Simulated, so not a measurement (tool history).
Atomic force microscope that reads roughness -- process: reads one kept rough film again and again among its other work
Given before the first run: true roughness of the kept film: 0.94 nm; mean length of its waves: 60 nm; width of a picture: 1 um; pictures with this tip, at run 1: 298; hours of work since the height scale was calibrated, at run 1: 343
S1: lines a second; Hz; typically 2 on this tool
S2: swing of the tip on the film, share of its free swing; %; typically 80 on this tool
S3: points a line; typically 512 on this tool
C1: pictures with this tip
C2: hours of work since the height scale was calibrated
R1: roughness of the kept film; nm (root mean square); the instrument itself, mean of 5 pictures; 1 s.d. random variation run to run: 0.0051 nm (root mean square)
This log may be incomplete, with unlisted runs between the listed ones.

{"run": 1, "day": 0.0, "S1": 2, "S2": 80, "S3": 512, "C1": 298, "C2": 343, "R1": 0.782}
{"day": 0.338, "done": "new tip fitted"}
{"run": 2, "day": 0.546, "S1": 2, "S2": 80, "S3": 512, "C1": 11, "C2": 353, "R1": 0.795}
{"run": 3, "day": 1.308, "S1": 2, "S2": 80, "S3": 512, "C1": 55, "C2": 367, "R1": 0.789}
{"run": 4, "day": 1.85, "S1": 2, "S2": 80, "S3": 512, "C1": 86, "C2": 377, "R1": 0.785}
{"run": 5, "day": 2.562, "S1": 2, "S2": 80, "S3": 512, "C1": 126, "C2": 390, "R1": 0.787}
{"run": 6, "day": 3.188, "S1": 2, "S2": 80, "S3": 512, "C1": 162, "C2": 401, "R1": 0.788}
{"run": 7, "day": 4.062, "S1": 2, "S2": 84, "S3": 512, "C1": 212, "C2": 417, "R1": 0.755}
{"run": 8, "day": 5.046, "S1": 2, "S2": 84, "S3": 512, "C1": 268, "C2": 435, "R1": 0.758}
{"run": 9, "day": 5.625, "S1": 2, "S2": 84, "S3": 512, "C1": 300, "C2": 446, "R1": 0.753}
{"day": 5.942, "done": "new tip fitted"}
{"run": 10, "day": 6.25, "S1": 2, "S2": 84, "S3": 512, "C1": 18, "C2": 457, "R1": 0.77}
{"run": 11, "day": 7.158, "S1": 2, "S2": 84, "S3": 512, "C1": 70, "C2": 474, "R1": 0.757}
{"run": 12, "day": 7.771, "S1": 2, "S2": 84, "S3": 512, "C1": 105, "C2": 485, "R1": 0.76}
{"run": 13, "day": 8.788, "S1": 2, "S2": 80, "S3": 512, "C1": 162, "C2": 504, "R1": 0.793}
{"run": 14, "day": 9.229, "S1": 2, "S2": 80, "S3": 512, "C1": 187, "C2": 512, "R1": 0.783}
{"run": 15, "day": 9.679, "S1": 2, "S2": 82, "S3": 512, "C1": 213, "C2": 520, "R1": 0.768}
{"run": 16, "day": 10.408, "S1": 3.11, "S2": 80, "S3": 512, "C1": 255, "C2": 534, "R1": 0.722}
{"run": 17, "day": 11.208, "S1": 3.11, "S2": 80, "S3": 512, "C1": 300, "C2": 548, "R1": 0.712}
{"day": 11.55, "done": "new tip fitted"}
{"run": 18, "day": 11.9, "S1": 0.87, "S2": 80, "S3": 356, "C1": 19, "C2": 561, "R1": 0.855}
{"run": 19, "day": 12.512, "S1": 0.87, "S2": 80, "S3": 356, "C1": 54, "C2": 572, "R1": 0.862}
{"run": 20, "day": 13.125, "S1": 1.15, "S2": 73, "S3": 356, "C1": 89, "C2": 583, "R1": 0.864}
{"run": 21, "day": 14.142, "S1": 1.62, "S2": 72, "S3": 281, "C1": 147, "C2": 602, "R1": 0.836}
{"run": 22, "day": 14.829, "S1": 3.49, "S2": 72, "S3": 440, "C1": 186, "C2": 615, "R1": 0.762}
{"run": 23, "day": 15.342, "S1": 3.49, "S2": 72, "S3": 440, "C1": 215, "C2": 624, "R1": 0.753}
{"run": 24, "day": 15.871, "S1": 1.06, "S2": 56, "S3": 863, "C1": 246, "C2": 634, "R1": 0.888}
{"run": 25, "day": 16.633, "S1": 0.9, "S2": 80, "S3": 792, "C1": 289, "C2": 648, "R1": 0.846}
{"day": 17.138, "done": "new tip fitted"}
{"run": 26, "day": 17.271, "S1": 2.17, "S2": 69, "S3": 505, "C1": 8, "C2": 659, "R1": 0.836}
{"run": 27, "day": 17.783, "S1": 2.17, "S2": 69, "S3": 505, "C1": 37, "C2": 669, "R1": 0.837}
{"run": 28, "day": 18.525, "S1": 2.17, "S2": 69, "S3": 505, "C1": 79, "C2": 682, "R1": 0.838}
{"run": 29, "day": 19.325, "S1": 3.62, "S2": 69, "S3": 505, "C1": 125, "C2": 697, "R1": 0.79}
{"run": 30, "day": 20.142, "S1": 1.8, "S2": 63, "S3": 900, "C1": 171, "C2": 712, "R1": 0.861}
{"run": 31, "day": 20.742, "S1": 1.8, "S2": 63, "S3": 900, "C1": 206, "C2": 723, "R1": 0.865}
{"run": 32, "day": 21.5, "S1": 3.09, "S2": 63, "S3": 713, "C1": 249, "C2": 737, "R1": 0.818}
{"run": 33, "day": 22.496, "S1": 2, "S2": 57, "S3": 512, "C1": 305, "C2": 755, "R1": 0.863}

5 ways to go on from here, each from the tool as it stands after run 33. What would each give?
{"day": 22.696, "done": "new tip fitted"}
{"run": "A", "day": 23.175, "S1": 2, "S2": 89, "S3": 512, "C1": 27, "C2": 768, "R1": "?"}
{"day": 22.696, "done": "new tip fitted"}
{"run": "B", "day": 23.175, "S1": 2.77, "S2": 88, "S3": 332, "C1": 27, "C2": 768, "R1": "?"}
{"day": 22.696, "done": "new tip fitted"}
{"run": "C", "day": 23.175, "S1": 0.79, "S2": 84, "S3": 521, "C1": 27, "C2": 768, "R1": "?"}
{"day": 22.696, "done": "new tip fitted"}
{"run": "D", "day": 23.175, "S1": 2, "S2": 63, "S3": 346, "C1": 27, "C2": 768, "R1": "?"}
{"day": 22.696, "done": "new tip fitted"}
{"run": "E", "day": 23.175, "S1": 2.6, "S2": 68, "S3": 851, "C1": 27, "C2": 768, "R1": "?"}

run=A R1=0.732
run=B R1=0.691
run=C R1=0.845
run=D R1=0.866
run=E R1=0.837
With no hidden state in the tool, these same runs would have given:
run=A R1=0.741
run=B R1=0.7
run=C R1=0.856
run=D R1=0.877
run=E R1=0.847
